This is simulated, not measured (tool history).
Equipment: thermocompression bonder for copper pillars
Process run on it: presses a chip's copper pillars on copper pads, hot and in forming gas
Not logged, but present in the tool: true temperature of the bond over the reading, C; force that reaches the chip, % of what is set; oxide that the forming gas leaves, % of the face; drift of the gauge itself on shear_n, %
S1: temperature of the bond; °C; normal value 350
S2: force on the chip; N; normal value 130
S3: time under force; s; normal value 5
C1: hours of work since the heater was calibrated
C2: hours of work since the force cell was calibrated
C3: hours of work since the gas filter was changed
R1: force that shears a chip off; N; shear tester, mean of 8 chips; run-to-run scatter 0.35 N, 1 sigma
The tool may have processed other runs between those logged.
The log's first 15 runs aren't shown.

run,hour,S1,S2,S3,C1,C2,C3,R1
# hour 970.1: force cell calibrated
16,1048.8,350,130,5,421,61,373,93.8
# hour 1101.8: forming gas filter changed
17,1116.8,338,117,5,473,113,12,77.0
18,1165.6,355,113,5,511,151,49,87.5
19,1225.1,321,166,4,557,197,96,81.1
20,1302.8,367,109,4,617,258,156,87.0
21,1369.7,350,154,13,669,309,208,129.4
22,1418.3,344,129,5,707,347,245,88.3
23,1463.3,326,113,6,742,382,280,70.4
24,1522.3,326,113,6,787,428,326,70.4
25,1570.8,323,151,12,825,465,364,106.4
# hour 1629.4: forming gas filter changed
26,1655.8,333,130,5,891,531,20,80.5
27,1699.9,333,130,5,925,565,55,80.6
28,1788.1,334,93,5,993,634,123,60.2
# hour 1823.9: heater calibrated with a thermocouple chip
29,1832.8,335,130,11,7,667,156,103.2
30,1893.3,335,154,5,54,714,203,93.6
# hour 1968.1: force cell calibrated
31,1969.6,324,83,5,112,1,261,47.0
32,2051.9,320,83,5,176,65,325,44.8

Branching from run 32: 5 alternative next runs. What would each branch give?
A,2141.6,333,130,3,245,134,394,?
B,2141.6,320,107,3,245,134,394,?
C,2141.6,320,130,6,245,134,394,?
D,2141.6,357,83,9,245,134,394,?
E,2141.6,335,83,5,245,134,394,?

run,R1
A,66.5
B,47.3
C,74.1
D,83.0
E,53.5
What these runs would have given with no unlogged condition in the tool:
run,R1
A,66.6
B,47.4
C,74.2
D,83.1
E,53.6

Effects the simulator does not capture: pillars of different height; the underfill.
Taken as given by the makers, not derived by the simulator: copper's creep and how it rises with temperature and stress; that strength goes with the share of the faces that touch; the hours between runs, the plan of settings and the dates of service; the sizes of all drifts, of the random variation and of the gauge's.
